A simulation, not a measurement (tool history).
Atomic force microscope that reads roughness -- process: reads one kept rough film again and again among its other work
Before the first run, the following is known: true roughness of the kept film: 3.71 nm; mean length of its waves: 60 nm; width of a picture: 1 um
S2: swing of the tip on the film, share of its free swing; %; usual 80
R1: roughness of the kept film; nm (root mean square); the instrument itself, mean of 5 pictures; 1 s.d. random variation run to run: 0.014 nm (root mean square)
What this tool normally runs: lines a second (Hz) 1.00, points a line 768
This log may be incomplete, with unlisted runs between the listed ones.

Run 1, day 0.000: usual settings. Result: R1 3.405 nm (root mean square).
Run 2, day 1.004: usual settings. Result: R1 3.366 nm (root mean square).
Run 3, day 1.988: usual settings. Result: R1 3.322 nm (root mean square).
At day 3.771: new tip fitted.
Run 4, day 3.775: usual settings but points a line 263. Result: R1 3.413 nm (root mean square).
Run 5, day 4.946: usual settings but lines a second (Hz) 2.72, points a line 263. Result: R1 3.141 nm (root mean square).
Run 6, day 5.971: usual settings but lines a second (Hz) 0.84, points a line 263. Result: R1 3.387 nm (root mean square).
Run 7, day 7.817: usual settings but points a line 315. Result: R1 3.308 nm (root mean square).
Run 8, day 9.150: usual settings but points a line 315. Result: R1 3.289 nm (root mean square).
At day 9.538: new tip fitted.
Run 9, day 10.792: usual settings but points a line 621. Result: R1 3.424 nm (root mean square).
Run 10, day 12.008: usual settings but points a line 621. Result: R1 3.377 nm (root mean square).
Run 11, day 13.771: usual settings but points a line 621. Result: R1 3.336 nm (root mean square).
Run 12, day 14.812: usual settings but points a line 695. Result: R1 3.278 nm (root mean square).
At day 15.246: new tip fitted.
Run 13, day 16.221: usual settings but points a line 695. Result: R1 3.419 nm (root mean square).
Run 14, day 17.812: usual settings but lines a second (Hz) 0.80. Result: R1 3.387 nm (root mean square).
Run 15, day 18.933: usual settings but lines a second (Hz) 0.80. Result: R1 3.371 nm (root mean square).
Run 16, day 19.742: usual settings but lines a second (Hz) 3.04. Result: R1 2.988 nm (root mean square).
At day 20.988: new tip fitted.
Run 17, day 21.267: usual settings but points a line 610. Result: R1 3.442 nm (root mean square).
Run 18, day 22.950: usual settings but points a line 610. Result: R1 3.408 nm (root mean square).
At day 23.146: height scale calibrated on a step standard.
Run 19, day 23.742: usual settings but points a line 610. Result: R1 3.351 nm (root mean square).
Run 20, day 24.683: usual settings but points a line 610. Result: R1 3.345 nm (root mean square).
Run 21, day 26.275: usual settings but points a line 610. Result: R1 3.282 nm (root mean square).
At day 26.738: new tip fitted.
At day 26.871: height scale calibrated on a step standard, once more.
Run 22, day 28.004: usual settings but points a line 610. Result: R1 3.392 nm (root mean square).
Run 23, day 29.404: usual settings but points a line 610. Result: R1 3.354 nm (root mean square).
Run 24, day 30.738: usual settings but points a line 610. Result: R1 3.303 nm (root mean square).
Run 25, day 31.667: usual settings but S2 58 %. Result: R1 3.435 nm (root mean square).
Run 26, day 32.438: usual settings but S2 58 %. Result: R1 3.383 nm (root mean square).
At day 32.592: new tip fitted.
Run 27, day 33.467: usual settings but lines a second (Hz) 2.75, points a line 285. Result: R1 3.120 nm (root mean square).
Run 28, day 34.521: usual settings but lines a second (Hz) 1.40, S2 62 %. Result: R1 3.477 nm (root mean square).
Run 29, day 35.808: usual settings but points a line 795. Result: R1 3.342 nm (root mean square).
Run 30, day 37.346: usual settings but points a line 795. Result: R1 3.303 nm (root mean square).
At day 38.346: new tip fitted.
Run 31, day 38.467: usual settings but lines a second (Hz) 1.94, S2 76 %, points a line 795. Result: R1 3.319 nm (root mean square).
Run 32, day 39.750: usual settings but lines a second (Hz) 1.94, S2 76 %, points a line 795. Result: R1 3.334 nm (root mean square).
Run 33, day 40.975: usual settings but lines a second (Hz) 1.94, S2 76 %, points a line 795. Result: R1 3.255 nm (root mean square).
Run 34, day 42.654: usual settings but lines a second (Hz) 0.51, S2 90 %, points a line 685. Result: R1 3.354 nm (root mean square).
Run 35, day 43.688: usual settings but lines a second (Hz) 3.44, points a line 359. Result: R1 2.911 nm (root mean square).
At day 44.050: new tip fitted.
Run 36, day 45.358: usual settings but lines a second (Hz) 2.92, S2 57 %, points a line 444. Result: R1 3.452 nm (root mean square).
Run 37, day 47.158: usual settings but lines a second (Hz) 3.04, S2 75 %, points a line 323. Result: R1 3.130 nm (root mean square).
Run 38, day 48.717: usual settings but lines a second (Hz) 1.81, S2 74 %, points a line 418. Result: R1 3.215 nm (root mean square).
Run 39, day 49.579: usual settings but points a line 662. Result: R1 3.257 nm (root mean square).
At day 49.838: new tip fitted.
Run 40, day 51.058: usual settings but lines a second (Hz) 0.52, S2 66 %, points a line 626. Result: R1 3.559 nm (root mean square).
Run 41, day 52.292: usual settings but lines a second (Hz) 1.44, S2 76 %, points a line 698. Result: R1 3.310 nm (root mean square).
Run 42, day 53.483: usual settings but lines a second (Hz) 1.44, S2 76 %, points a line 698. Result: R1 3.258 nm (root mean square).
Run 43, day 54.450: usual settings but lines a second (Hz) 1.44, S2 76 %, points a line 698. Result: R1 3.252 nm (root mean square).
At day 55.588: new tip fitted.
Run 44, day 55.721: usual settings but lines a second (Hz) 0.62, S2 77 %, points a line 698. Result: R1 3.511 nm (root mean square).
Run 45, day 57.583: usual settings but lines a second (Hz) 0.62, S2 77 %, points a line 698. Result: R1 3.441 nm (root mean square).
Run 46, day 58.838: usual settings but lines a second (Hz) 1.73, S2 85 %, points a line 1017. Result: R1 3.159 nm (root mean square).

For run 47, what comes out?
Run 47, day 60.517: usual settings but lines a second (Hz) 1.73, S2 85 %, points a line 1017. Result: R1 ?.

R1: 3.132 nm (root mean square)
The same run, on a tool lacking any hidden state, would have yielded R1 3.291 nm (root mean square).
